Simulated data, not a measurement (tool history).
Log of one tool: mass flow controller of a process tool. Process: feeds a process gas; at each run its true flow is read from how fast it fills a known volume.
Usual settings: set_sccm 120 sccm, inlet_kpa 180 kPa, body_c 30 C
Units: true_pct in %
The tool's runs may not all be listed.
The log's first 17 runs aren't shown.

run 18 hour=1890.6 | set_sccm=177 inlet_kpa=180 body_c=30 | true_pct=101.07
run 19 hour=2034.6 | set_sccm=40 inlet_kpa=168 body_c=32 | true_pct=100.38
run 20 hour=2157.5 | set_sccm=83 inlet_kpa=175 body_c=34 | true_pct=100.22
run 21 hour=2229.8 | set_sccm=83 inlet_kpa=175 body_c=34 | true_pct=100.14
run 22 hour=2316.8 | set_sccm=83 inlet_kpa=279 body_c=34 | true_pct=99.59
run 23 hour=2392.3 | set_sccm=83 inlet_kpa=279 body_c=34 | true_pct=99.53
run 24 hour=2541.3 | set_sccm=33 inlet_kpa=181 body_c=34 | true_pct=100.69
run 25 hour=2615.1 | set_sccm=33 inlet_kpa=181 body_c=34 | true_pct=100.84

Run 26 comes next. What will it give?
run 26 hour=2701.0 | set_sccm=33 inlet_kpa=181 body_c=34 | true_pct=?

Run 26 gave true_pct 100.71 %.
Without the tool's hidden state the same run would have given true_pct 97.30 %.
